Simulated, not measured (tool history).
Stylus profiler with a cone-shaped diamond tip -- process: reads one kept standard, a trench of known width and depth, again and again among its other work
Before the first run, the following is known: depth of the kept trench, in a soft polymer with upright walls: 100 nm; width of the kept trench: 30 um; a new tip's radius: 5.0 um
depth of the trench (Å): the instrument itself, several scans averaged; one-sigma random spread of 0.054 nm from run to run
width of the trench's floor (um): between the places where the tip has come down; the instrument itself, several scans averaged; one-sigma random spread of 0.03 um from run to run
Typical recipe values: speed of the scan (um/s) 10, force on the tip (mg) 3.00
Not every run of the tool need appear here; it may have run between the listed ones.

run   hour  speed of the scan (um/s)  force on the tip (mg)  depth of the trench (Å)  width of the trench's floor (um)
  1    0.0                        10                   3.00                   1011.9                             27.88
  2   14.3                        10                   1.30                   1006.6                             27.87
  3   30.3                        10                   1.30                   1006.8                             27.87
  4   42.5                        10                   2.84                   1011.7                             27.89
  5   57.4                        10                   1.80                   1007.3                             27.85
  6   71.1                        10                   1.80                   1008.6                             27.81
  7   91.9                        10                   1.80                   1008.4                             27.87
  8  103.6                        10                   6.70                   1020.4                             27.89
  9  125.4                        10                   6.70                   1020.4                             27.89
 10  147.5                        10                   6.70                   1020.3                             27.84
 11  163.6                        10                   3.00                   1011.3                             27.86
 12  185.3                        10                   5.18                   1017.7                             27.80
 13  205.9                        10                   5.18                   1016.3                             27.81
 14  224.7                        10                   3.00                   1011.4                             27.78
 15  246.0                        10                   3.00                   1012.1                             27.79
 16  260.5                        10                   3.00                   1011.5                             27.82
 17  274.7                        10                   3.00                   1011.7                             27.80
 18  286.4                        10                   3.00                   1012.1                             27.78
 19  299.0                        10                   3.00                   1011.5                             27.83
 20  309.9                        10                   1.11                   1006.0                             27.69
 21  330.7                        10                   1.11                   1005.2                             27.74
 22  342.6                         4                   2.95                   1011.1                             27.85
 23  352.3                         4                   2.95                   1012.1                             27.81
 24  365.1                         4                   2.95                   1010.5                             27.77

The next listed run, before its measurement:
 25  383.3                         4                   2.95                        ?                                 ?

Run 25 produced depth of the trench (Å) 1011.3, width of the trench's floor (um) 27.81.
The same run, on a tool lacking any hidden state, would have yielded depth of the trench (Å) 1012.0, width of the trench's floor (um) 28.01.

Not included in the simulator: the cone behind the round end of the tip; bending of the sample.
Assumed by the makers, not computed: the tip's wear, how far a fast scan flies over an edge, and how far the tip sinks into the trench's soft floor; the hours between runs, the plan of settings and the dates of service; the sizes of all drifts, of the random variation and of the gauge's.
